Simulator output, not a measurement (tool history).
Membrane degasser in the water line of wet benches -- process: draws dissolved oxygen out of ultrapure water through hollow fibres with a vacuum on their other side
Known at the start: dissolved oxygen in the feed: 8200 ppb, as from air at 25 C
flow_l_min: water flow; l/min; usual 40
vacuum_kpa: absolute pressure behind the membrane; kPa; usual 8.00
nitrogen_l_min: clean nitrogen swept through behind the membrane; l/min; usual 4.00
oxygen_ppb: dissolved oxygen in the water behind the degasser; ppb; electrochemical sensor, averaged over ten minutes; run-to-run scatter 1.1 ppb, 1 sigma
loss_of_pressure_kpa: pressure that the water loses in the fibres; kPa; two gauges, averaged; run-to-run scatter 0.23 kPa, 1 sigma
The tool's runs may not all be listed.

run 1 hour=0.0 | flow_l_min=40 vacuum_kpa=8.00 nitrogen_l_min=4.00 | oxygen_ppb=120.7 loss_of_pressure_kpa=59.35
run 2 hour=28.6 | flow_l_min=31 vacuum_kpa=8.00 nitrogen_l_min=4.00 | oxygen_ppb=91.9 loss_of_pressure_kpa=46.36
run 3 hour=62.0 | flow_l_min=58 vacuum_kpa=8.00 nitrogen_l_min=4.00 | oxygen_ppb=179.2 loss_of_pressure_kpa=86.41
run 4 hour=87.2 | flow_l_min=58 vacuum_kpa=8.00 nitrogen_l_min=4.00 | oxygen_ppb=179.5 loss_of_pressure_kpa=86.36
run 5 hour=126.5 | flow_l_min=58 vacuum_kpa=8.00 nitrogen_l_min=4.00 | oxygen_ppb=179.7 loss_of_pressure_kpa=86.87
run 6 hour=174.4 | flow_l_min=58 vacuum_kpa=8.00 nitrogen_l_min=4.00 | oxygen_ppb=176.9 loss_of_pressure_kpa=86.66
run 7 hour=203.0 | flow_l_min=58 vacuum_kpa=8.00 nitrogen_l_min=4.00 | oxygen_ppb=179.5 loss_of_pressure_kpa=87.04
run 8 hour=240.8 | flow_l_min=38 vacuum_kpa=8.00 nitrogen_l_min=4.00 | oxygen_ppb=111.6 loss_of_pressure_kpa=56.61
run 9 hour=270.9 | flow_l_min=38 vacuum_kpa=8.00 nitrogen_l_min=4.00 | oxygen_ppb=113.7 loss_of_pressure_kpa=56.55
run 10 hour=304.3 | flow_l_min=40 vacuum_kpa=8.00 nitrogen_l_min=4.14 | oxygen_ppb=116.8 loss_of_pressure_kpa=59.39
run 11 hour=346.2 | flow_l_min=59 vacuum_kpa=8.00 nitrogen_l_min=4.00 | oxygen_ppb=183.9 loss_of_pressure_kpa=87.80
run 12 hour=390.3 | flow_l_min=40 vacuum_kpa=14.67 nitrogen_l_min=4.00 | oxygen_ppb=265.3 loss_of_pressure_kpa=59.86
run 13 hour=435.3 | flow_l_min=38 vacuum_kpa=14.67 nitrogen_l_min=4.00 | oxygen_ppb=260.1 loss_of_pressure_kpa=56.53
run 14 hour=484.0 | flow_l_min=38 vacuum_kpa=14.67 nitrogen_l_min=4.00 | oxygen_ppb=258.5 loss_of_pressure_kpa=56.40
run 15 hour=512.3 | flow_l_min=40 vacuum_kpa=8.00 nitrogen_l_min=4.00 | oxygen_ppb=119.0 loss_of_pressure_kpa=59.97
run 16 hour=533.5 | flow_l_min=33 vacuum_kpa=8.00 nitrogen_l_min=4.00 | oxygen_ppb=99.5 loss_of_pressure_kpa=49.15
run 17 hour=561.1 | flow_l_min=33 vacuum_kpa=8.00 nitrogen_l_min=4.00 | oxygen_ppb=100.5 loss_of_pressure_kpa=49.36
run 18 hour=585.8 | flow_l_min=50 vacuum_kpa=9.48 nitrogen_l_min=8.27 | oxygen_ppb=101.6 loss_of_pressure_kpa=74.25
run 19 hour=628.8 | flow_l_min=50 vacuum_kpa=9.48 nitrogen_l_min=8.27 | oxygen_ppb=101.6 loss_of_pressure_kpa=74.51
run 20 hour=669.7 | flow_l_min=27 vacuum_kpa=18.56 nitrogen_l_min=2.60 | oxygen_ppb=367.4 loss_of_pressure_kpa=40.45
run 21 hour=691.5 | flow_l_min=27 vacuum_kpa=18.56 nitrogen_l_min=2.60 | oxygen_ppb=373.9 loss_of_pressure_kpa=40.37
run 22 hour=733.1 | flow_l_min=37 vacuum_kpa=5.82 nitrogen_l_min=6.78 | oxygen_ppb=39.2 loss_of_pressure_kpa=55.73
run 23 hour=777.2 | flow_l_min=37 vacuum_kpa=4.81 nitrogen_l_min=1.63 | oxygen_ppb=83.5 loss_of_pressure_kpa=55.70
run 24 hour=812.7 | flow_l_min=37 vacuum_kpa=4.81 nitrogen_l_min=1.63 | oxygen_ppb=83.0 loss_of_pressure_kpa=55.20
run 25 hour=860.4 | flow_l_min=40 vacuum_kpa=11.21 nitrogen_l_min=1.87 | oxygen_ppb=369.5 loss_of_pressure_kpa=59.83
run 26 hour=905.3 | flow_l_min=33 vacuum_kpa=11.86 nitrogen_l_min=6.55 | oxygen_ppb=104.4 loss_of_pressure_kpa=49.24
run 27 hour=942.9 | flow_l_min=33 vacuum_kpa=11.86 nitrogen_l_min=6.55 | oxygen_ppb=106.9 loss_of_pressure_kpa=49.34
run 28 hour=982.5 | flow_l_min=33 vacuum_kpa=11.86 nitrogen_l_min=6.55 | oxygen_ppb=106.3 loss_of_pressure_kpa=49.78
run 29 hour=1003.1 | flow_l_min=33 vacuum_kpa=11.86 nitrogen_l_min=6.55 | oxygen_ppb=105.3 loss_of_pressure_kpa=49.37
run 30 hour=1051.9 | flow_l_min=33 vacuum_kpa=11.86 nitrogen_l_min=6.55 | oxygen_ppb=106.2 loss_of_pressure_kpa=49.36
run 31 hour=1096.4 | flow_l_min=33 vacuum_kpa=11.86 nitrogen_l_min=6.55 | oxygen_ppb=108.8 loss_of_pressure_kpa=49.59
run 32 hour=1135.1 | flow_l_min=51 vacuum_kpa=17.97 nitrogen_l_min=11.26 | oxygen_ppb=171.1 loss_of_pressure_kpa=76.57

The log once held 2 entries between its listed runs, left out of this copy. Where does each go, and what is different about the tool's unlogged condition between the listed run before it and the listed run after it?
Runs 18 to 19: vacuum gauge calibrated (hour 590.0)
  true pressure behind the membrane over the reading, kPa: 0.2 -> 0.25; air that leaks in behind the membrane, l/min: 0.0081 -> 0.0082
  measured less the result without the state, oxygen_ppb: +3.6 -> +4.3 ppb; loss_of_pressure_kpa: +0.52 -> +0.54 kPa
Runs 22 to 23: vacuum gauge calibrated, once more (hour 771.6)
  true pressure behind the membrane over the reading, kPa: 0.26 -> 0.02; air that leaks in behind the membrane, l/min: 0.0084 -> 0.0085
  measured less the result without the state, oxygen_ppb: +3.6 -> +1.3 ppb; loss_of_pressure_kpa: +0.45 -> +0.47 kPa

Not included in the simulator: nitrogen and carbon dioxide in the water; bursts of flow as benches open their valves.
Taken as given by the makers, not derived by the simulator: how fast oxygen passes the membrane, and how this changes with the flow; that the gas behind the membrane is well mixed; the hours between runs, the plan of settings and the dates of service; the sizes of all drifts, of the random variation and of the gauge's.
